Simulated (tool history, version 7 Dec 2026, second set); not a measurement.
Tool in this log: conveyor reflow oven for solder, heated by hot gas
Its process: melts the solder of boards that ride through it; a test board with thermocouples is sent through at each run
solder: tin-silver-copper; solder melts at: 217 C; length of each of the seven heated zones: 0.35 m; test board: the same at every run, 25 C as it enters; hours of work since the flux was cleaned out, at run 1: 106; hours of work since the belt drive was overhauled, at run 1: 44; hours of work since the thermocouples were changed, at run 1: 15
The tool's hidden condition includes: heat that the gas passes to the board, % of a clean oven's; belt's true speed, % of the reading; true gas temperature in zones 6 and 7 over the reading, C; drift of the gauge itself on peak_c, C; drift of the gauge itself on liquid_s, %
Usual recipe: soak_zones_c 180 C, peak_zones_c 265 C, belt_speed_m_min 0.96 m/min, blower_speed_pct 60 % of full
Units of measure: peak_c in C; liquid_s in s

run,hour,soak_zones_c,peak_zones_c,belt_speed_m_min,blower_speed_pct,hours of work since the flux was cleaned out,hours of work since the belt drive was overhauled,hours of work since the thermocouples were changed,peak_c,liquid_s
1,0,180,265,0.96,60,106,44,15,242.1,27.8
2,12.4,180,265,0.96,60,116,53,24,242.3,27.5
3,22.9,180,276,0.96,60,124,61,32,250.7,32.1
4,35.8,180,276,0.96,60,133,71,42,250.9,31.8
5,51.4,180,276,0.96,60,145,83,54,251.1,31.7
6,62.7,180,276,0.96,60,154,91,62,250.9,31.8
7,69.7,180,276,0.96,60,159,97,68,250.5,32
8,80,180,276,0.96,60,167,104,75,250.9,32
# hour 89.2: flux residue cleaned out of gas plates and filters
9,101,180,268,0.96,60,9,116,87,244.5,29.2
10,116.6,180,268,0.96,60,21,128,99,244.7,28.9
11,128.1,180,276,0.96,60,29,137,108,250.6,32.2
12,141.3,180,265,0.96,58,39,147,118,241.1,26.9
13,153.5,187,274,1.121,84,49,156,127,254.5,30.9
14,168.5,180,257,0.829,67,60,168,139,243.2,34.8
15,183,187,265,0.802,61,71,179,150,250.3,41.1
16,194.6,187,265,0.852,69,80,187,158,251,39.5
17,202.9,180,264,0.827,53,86,194,165,243.6,33.1
18,219.2,192,265,1.114,69,98,206,177,243.3,27
19,226.9,192,265,1.114,69,104,212,183,243.9,26.9
20,240.7,192,265,1.114,69,115,222,193,243.7,27
21,249.1,192,265,1.114,69,121,229,200,243.3,26.9
22,259.7,170,265,0.876,69,129,237,208,246.8,31.9
23,276.3,170,265,0.911,69,142,249,220,245.7,29.8

Branching from run 23: 3 alternative next runs. What would each branch give?
A,284.1,176,256,0.96,88,148,255,226,?,?
B,284.1,170,263,0.911,60,148,255,226,?,?
C,284.1,170,265,0.817,69,148,255,226,?,?

run,peak_c,liquid_s
A,242.9,28.9
B,240.3,25.9
C,249.4,36
Without the tool's hidden state the same runs would have given:
run,peak_c,liquid_s
A,243,28.9
B,240.3,25.9
C,249.5,36
